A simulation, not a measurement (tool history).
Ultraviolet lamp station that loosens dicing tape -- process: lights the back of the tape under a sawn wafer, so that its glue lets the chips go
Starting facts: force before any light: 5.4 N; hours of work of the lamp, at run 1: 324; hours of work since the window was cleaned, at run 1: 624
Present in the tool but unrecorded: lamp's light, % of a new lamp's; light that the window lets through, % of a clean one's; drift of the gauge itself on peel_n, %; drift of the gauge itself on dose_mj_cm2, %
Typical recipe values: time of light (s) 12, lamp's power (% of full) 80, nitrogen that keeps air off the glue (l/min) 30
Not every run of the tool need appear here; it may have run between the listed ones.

run   hour  time of light (s)  lamp's power (% of full)  nitrogen that keeps air off the glue (l/min)  hours of work of the lamp  hours of work since the window was cleaned  force that peels the tape off (N)  light that reached the tape (J/m2)
  1      0                 12                        80                                            30                        324                                         624                               0.86                                2530
  2   11.7                 12                        80                                            10                        331                                         631                               1.32                                2480
  3   25.3                 12                        80                                            30                        340                                         639                              0.862                                2490
  4   42.5                 12                        80                                            30                        350                                         650                               0.87                                2450
        55  -- window cleaned of glue's vapour
  5   60.5                 12                        98                                            30                        361                                           3                              0.651                                2920
  6   70.4                 12                        98                                            30                        367                                           9                               0.65                                2920
  7   80.7                 12                        80                                            26                        373                                          16                              1.002                                2350
  8   93.7                 12                        80                                            30                        381                                          24                              0.952                                2320
     104.5  -- window cleaned of glue's vapour, once more
  9  106.5                 12                        80                                            30                        388                                           1                              0.772                                2650
 10  115.6                 12                        80                                            30                        394                                           7                              0.755                                2650
 11    125                 12                        80                                            10                        400                                          12                              1.228                                2630
 12    136                 12                        80                                            10                        406                                          19                              1.243                                2610
 13  151.1                 12                        80                                            10                        416                                          28                              1.199                                2630
 14  161.3                 12                        86                                            10                        422                                          35                              1.118                                2830
 15  173.6                 19                        80                                            30                        429                                          42                              0.356                                4130
 16  187.7                 19                        80                                            30                        438                                          51                              0.347                                4080
 17  203.6                 19                        80                                            50                        448                                          60                              0.294                                4110
 18  214.9                 19                        80                                            50                        455                                          67                              0.287                                4080
 19  231.9                 19                        80                                            50                        465                                          78                              0.311                                4110
 20  246.9                 19                        80                                            50                        474                                          87                              0.293                                4060
 21  264.7                 14                        80                                            50                        485                                          98                               0.51                                2970
 22  278.8                 14                        80                                            50                        493                                         106                              0.513                                2970
 23  288.5                 12                        64                                            50                        499                                         112                              0.992                                2030
 24  297.6                 16                        64                                            50                        505                                         118                              0.616                                2690
 25  308.6                 12                        80                                            26                        512                                         124                              0.896                                2520
 26  320.2                 12                        68                                            25                        519                                         131                               1.14                                2160
 27  336.3                 10                        63                                            30                        528                                         141                               1.56                                1630
 28    352                 12                        80                                            57                        538                                         151                              0.679                                2510
 29  362.3                 14                        80                                            23                        544                                         157                              0.726                                2880
 30  376.5                 14                        80                                            23                        553                                         166                              0.751                                2870
 31  395.7                 12                        80                                            49                        565                                         177                              0.723                                2450
 32  410.2                 12                        80                                            49                        574                                         186                              0.697                                2440
 33  428.1                 12                        89                                            24                        584                                         197                              0.799                                2700
 34  436.4                 12                        64                                            54                        589                                         202                              0.997                                1930
 35  454.9                 12                        80                                            25                        601                                         214                              0.979                                2470
 36  465.8                 12                        80                                            16                        607                                         220                              1.149                                2440
 37  476.4                 12                        80                                            16                        614                                         227                              1.158                                2410
 38    489                 12                        77                                            27                        622                                         234                              0.985                                2270
 39  507.6                 12                        80                                            58                        633                                         246                              0.744                                2410
 40  519.4                 12                        80                                            58                        640                                         253                              0.735                                2400
 41  533.5                 10                        62                                            13                        649                                         261                              2.067                                1560
 42  545.1                 15                        71                                            16                        656                                         268                               1.02                                2610

Selected run-to-run steps in force that peels the tape off (N), each split into two signed amounts: the part the tool would show with no hidden state at all (from settings, incoming material and random variation), and the remainder, which goes to the hidden state together with any gauge scatter not common to the measured and the hidden-state-free results:
Run 8 -> 9: window cleaned of glue's vapour, once more. force that peels the tape off (N) -0.18: hidden state -0.179, all else -0.001.
Run 14 -> 15: time of light (s) 12 -> 19, lamp's power (% of full) 86 -> 80, nitrogen that keeps air off the glue (l/min) 10 -> 30. force that peels the tape off (N) -0.762: hidden state -0.135, all else -0.627.
Run 27 -> 28: time of light (s) 10 -> 12, lamp's power (% of full) 63 -> 80, nitrogen that keeps air off the glue (l/min) 30 -> 57. force that peels the tape off (N) -0.881: hidden state -0.134, all else -0.747.
Run 40 -> 41: time of light (s) 12 -> 10, lamp's power (% of full) 80 -> 62, nitrogen that keeps air off the glue (l/min) 58 -> 13. force that peels the tape off (N) +1.332: hidden state +0.195, all else +1.137.
Run 41 -> 42: time of light (s) 10 -> 15, lamp's power (% of full) 62 -> 71, nitrogen that keeps air off the glue (l/min) 13 -> 16. force that peels the tape off (N) -1.047: hidden state -0.111, all else -0.936.
